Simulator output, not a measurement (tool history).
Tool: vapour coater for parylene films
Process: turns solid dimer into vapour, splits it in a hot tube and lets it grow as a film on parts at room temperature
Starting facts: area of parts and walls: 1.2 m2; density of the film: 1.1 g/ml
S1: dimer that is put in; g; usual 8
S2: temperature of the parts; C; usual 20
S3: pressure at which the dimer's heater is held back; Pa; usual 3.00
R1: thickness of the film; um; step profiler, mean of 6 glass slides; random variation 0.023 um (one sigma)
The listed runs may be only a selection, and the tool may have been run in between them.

Run 1, hour 0.0: usual settings. Result: R1 3.51 um.
Run 2, hour 39.1: usual settings but S3 6.88 Pa. Result: R1 3.01 um.
Run 3, hour 73.5: usual settings but S2 23 C, S3 6.88 Pa. Result: R1 2.85 um.
Run 4, hour 91.0: usual settings. Result: R1 3.55 um.
Run 5, hour 125.9: usual settings. Result: R1 3.48 um.
Run 6, hour 151.5: usual settings. Result: R1 3.49 um.
At hour 161.9: trap's valve overhauled.
At hour 175.0: table's thermometer calibrated.
Run 7, hour 194.5: usual settings but S2 32 C. Result: R1 2.90 um.
Run 8, hour 234.6: usual settings but S1 11 g. Result: R1 5.10 um.
Run 9, hour 274.7: usual settings but S1 9 g. Result: R1 4.21 um.
Run 10, hour 297.1: usual settings but S3 4.23 Pa. Result: R1 3.49 um.
Run 11, hour 321.0: usual settings but S1 11 g, S3 4.23 Pa. Result: R1 4.85 um.
Run 12, hour 346.2: usual settings but S3 5.12 Pa. Result: R1 3.41 um.
Run 13, hour 380.0: usual settings but S3 5.12 Pa. Result: R1 3.40 um.

Each run again, without the hidden state but with its own random variation kept:
The tool's hidden condition here consists of: vapour lost through the trap's worn valve, %; true temperature of the parts over the reading, C; drift of the gauge itself on film_um, %.
run    R1
  1  3.73
  2  3.21
  3  3.04
  4  3.80
  5  3.72
  6  3.74
  7  2.90
  8  5.11
  9  4.23
 10  3.51
 11  4.88
 12  3.44
 13  3.43
